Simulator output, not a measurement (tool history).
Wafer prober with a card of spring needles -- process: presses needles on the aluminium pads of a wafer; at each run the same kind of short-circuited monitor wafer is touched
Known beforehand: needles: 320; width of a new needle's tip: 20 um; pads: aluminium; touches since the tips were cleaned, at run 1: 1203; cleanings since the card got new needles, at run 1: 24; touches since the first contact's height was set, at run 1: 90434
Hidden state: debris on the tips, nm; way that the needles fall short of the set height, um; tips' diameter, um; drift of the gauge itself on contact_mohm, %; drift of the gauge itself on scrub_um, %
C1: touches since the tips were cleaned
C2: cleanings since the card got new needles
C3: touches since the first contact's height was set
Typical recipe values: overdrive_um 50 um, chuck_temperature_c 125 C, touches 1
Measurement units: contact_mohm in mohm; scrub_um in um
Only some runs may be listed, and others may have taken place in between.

run 1 day=0.000 | overdrive_um=50 chuck_temperature_c=125 touches=1 | C1=1203 C2=24 C3=90434 | contact_mohm=182 scrub_um=11.52
-- day=0.204 tips cleaned on abrasive film
run 2 day=0.296 | overdrive_um=50 chuck_temperature_c=125 touches=1 | C1=916 C2=25 C3=93387 | contact_mohm=177 scrub_um=11.56
-- day=0.525 tips cleaned on abrasive film
run 3 day=0.667 | overdrive_um=50 chuck_temperature_c=125 touches=1 | C1=1421 C2=26 C3=97085 | contact_mohm=184 scrub_um=11.62
-- day=0.838 tips cleaned on abrasive film
run 4 day=1.079 | overdrive_um=50 chuck_temperature_c=125 touches=1 | C1=2429 C2=27 C3=101208 | contact_mohm=210 scrub_um=11.47
-- day=1.158 tips cleaned on abrasive film
run 5 day=1.283 | overdrive_um=50 chuck_temperature_c=125 touches=1 | C1=1292 C2=28 C3=103257 | contact_mohm=189 scrub_um=11.36
-- day=1.488 tips cleaned on abrasive film
run 6 day=1.612 | overdrive_um=42 chuck_temperature_c=125 touches=1 | C1=1268 C2=29 C3=106512 | contact_mohm=212 scrub_um=9.53
-- day=1.804 tips cleaned on abrasive film
run 7 day=1.883 | overdrive_um=42 chuck_temperature_c=125 touches=2 | C1=800 C2=30 C3=109220 | contact_mohm=172 scrub_um=9.37
-- day=2.138 tips cleaned on abrasive film
run 8 day=2.192 | overdrive_um=50 chuck_temperature_c=120 touches=1 | C1=567 C2=31 C3=112304 | contact_mohm=163 scrub_um=11.37
-- day=2.446 tips cleaned on abrasive film
run 9 day=2.483 | overdrive_um=46 chuck_temperature_c=125 touches=1 | C1=378 C2=32 C3=115217 | contact_mohm=164 scrub_um=10.45
-- day=2.767 tips cleaned on abrasive film
run 10 day=2.788 | overdrive_um=46 chuck_temperature_c=76 touches=1 | C1=211 C2=33 C3=118233 | contact_mohm=156 scrub_um=10.38
run 11 day=2.958 | overdrive_um=46 chuck_temperature_c=76 touches=1 | C1=1935 C2=33 C3=119957 | contact_mohm=211 scrub_um=10.43
-- day=3.079 tips cleaned on abrasive film
run 12 day=3.158 | overdrive_um=46 chuck_temperature_c=76 touches=1 | C1=819 C2=34 C3=121945 | contact_mohm=177 scrub_um=10.42
-- day=3.254 height of the first contact set anew
-- day=3.404 tips cleaned on abrasive film
run 13 day=3.421 | overdrive_um=50 chuck_temperature_c=125 touches=1 | C1=169 C2=35 C3=1664 | contact_mohm=150 scrub_um=11.92
-- day=3.729 tips cleaned on abrasive film
run 14 day=3.825 | overdrive_um=50 chuck_temperature_c=125 touches=2 | C1=942 C2=36 C3=5684 | contact_mohm=160 scrub_um=12.02
-- day=4.062 tips cleaned on abrasive film
run 15 day=4.183 | overdrive_um=50 chuck_temperature_c=125 touches=2 | C1=1209 C2=37 C3=9274 | contact_mohm=162 scrub_um=11.91
-- day=4.392 tips cleaned on abrasive film
run 16 day=4.567 | overdrive_um=50 chuck_temperature_c=29 touches=2 | C1=1742 C2=38 C3=13084 | contact_mohm=161 scrub_um=12.07
-- day=4.717 tips cleaned on abrasive film
run 17 day=4.833 | overdrive_um=49 chuck_temperature_c=29 touches=3 | C1=1191 C2=39 C3=15762 | contact_mohm=140 scrub_um=11.71
-- day=5.025 tips cleaned on abrasive film
run 18 day=5.133 | overdrive_um=49 chuck_temperature_c=79 touches=2 | C1=1100 C2=40 C3=18745 | contact_mohm=158 scrub_um=11.55
-- day=5.342 tips cleaned on abrasive film
run 19 day=5.446 | overdrive_um=50 chuck_temperature_c=36 touches=1 | C1=1055 C2=41 C3=21870 | contact_mohm=168 scrub_um=11.79
-- day=5.671 tips cleaned on abrasive film
run 20 day=5.775 | overdrive_um=50 chuck_temperature_c=36 touches=1 | C1=1051 C2=42 C3=25154 | contact_mohm=166 scrub_um=11.80
-- day=6.000 tips cleaned on abrasive film
run 21 day=6.058 | overdrive_um=50 chuck_temperature_c=36 touches=1 | C1=599 C2=43 C3=27977 | contact_mohm=148 scrub_um=11.80
-- day=6.325 tips cleaned on abrasive film
run 22 day=6.354 | overdrive_um=50 chuck_temperature_c=36 touches=1 | C1=317 C2=44 C3=30927 | contact_mohm=145 scrub_um=11.64
-- day=6.638 tips cleaned on abrasive film
run 23 day=6.733 | overdrive_um=45 chuck_temperature_c=31 touches=3 | C1=938 C2=45 C3=34694 | contact_mohm=144 scrub_um=10.59
-- day=6.950 tips cleaned on abrasive film
run 24 day=7.021 | overdrive_um=45 chuck_temperature_c=31 touches=3 | C1=689 C2=46 C3=37561 | contact_mohm=140 scrub_um=10.51
-- day=7.279 tips cleaned on abrasive film
run 25 day=7.317 | overdrive_um=35 chuck_temperature_c=72 touches=1 | C1=391 C2=47 C3=40541 | contact_mohm=179 scrub_um=8.11
-- day=7.592 tips cleaned on abrasive film
run 26 day=7.729 | overdrive_um=35 chuck_temperature_c=72 touches=1 | C1=1366 C2=48 C3=44643 | contact_mohm=247 scrub_um=8.08
-- day=7.917 tips cleaned on abrasive film
run 27 day=7.925 | overdrive_um=35 chuck_temperature_c=72 touches=1 | C1=104 C2=49 C3=46587 | contact_mohm=156 scrub_um=8.10
-- day=8.229 tips cleaned on abrasive film
run 28 day=8.325 | overdrive_um=52 chuck_temperature_c=125 touches=1 | C1=973 C2=50 C3=50598 | contact_mohm=172 scrub_um=12.18
-- day=8.542 tips cleaned on abrasive film
run 29 day=8.546 | overdrive_um=48 chuck_temperature_c=26 touches=1 | C1=28 C2=51 C3=52759 | contact_mohm=137 scrub_um=11.30
-- day=8.862 tips cleaned on abrasive film
run 30 day=8.904 | overdrive_um=48 chuck_temperature_c=26 touches=1 | C1=421 C2=52 C3=56362 | contact_mohm=151 scrub_um=11.25
-- day=9.192 tips cleaned on abrasive film
run 31 day=9.283 | overdrive_um=48 chuck_temperature_c=26 touches=1 | C1=934 C2=53 C3=60138 | contact_mohm=165 scrub_um=11.12
-- day=9.521 tips cleaned on abrasive film
run 32 day=9.692 | overdrive_um=45 chuck_temperature_c=125 touches=2 | C1=1728 C2=54 C3=64219 | contact_mohm=184 scrub_um=10.44

Same runs, no hidden state in the tool, same run-to-run variation:
run=1 contact_mohm=140 scrub_um=11.95
run=2 contact_mohm=141 scrub_um=12.01
run=3 contact_mohm=140 scrub_um=12.09
run=4 contact_mohm=139 scrub_um=11.96
run=5 contact_mohm=142 scrub_um=11.87
run=6 contact_mohm=145 scrub_um=10.05
run=7 contact_mohm=143 scrub_um=9.91
run=8 contact_mohm=136 scrub_um=11.93
run=9 contact_mohm=141 scrub_um=11.04
run=10 contact_mohm=135 scrub_um=10.98
run=11 contact_mohm=133 scrub_um=11.04
run=12 contact_mohm=134 scrub_um=11.04
run=13 contact_mohm=141 scrub_um=11.94
run=14 contact_mohm=139 scrub_um=12.06
run=15 contact_mohm=141 scrub_um=11.97
run=16 contact_mohm=122 scrub_um=12.15
run=17 contact_mohm=123 scrub_um=11.81
run=18 contact_mohm=134 scrub_um=11.67
run=19 contact_mohm=127 scrub_um=11.93
run=20 contact_mohm=124 scrub_um=11.95
run=21 contact_mohm=125 scrub_um=11.96
run=22 contact_mohm=127 scrub_um=11.82
run=23 contact_mohm=125 scrub_um=10.80
run=24 contact_mohm=125 scrub_um=10.74
run=25 contact_mohm=141 scrub_um=8.36
run=26 contact_mohm=139 scrub_um=8.35
run=27 contact_mohm=137 scrub_um=8.39
run=28 contact_mohm=138 scrub_um=12.48
run=29 contact_mohm=124 scrub_um=11.61
run=30 contact_mohm=123 scrub_um=11.59
run=31 contact_mohm=121 scrub_um=11.47
run=32 contact_mohm=140 scrub_um=10.81
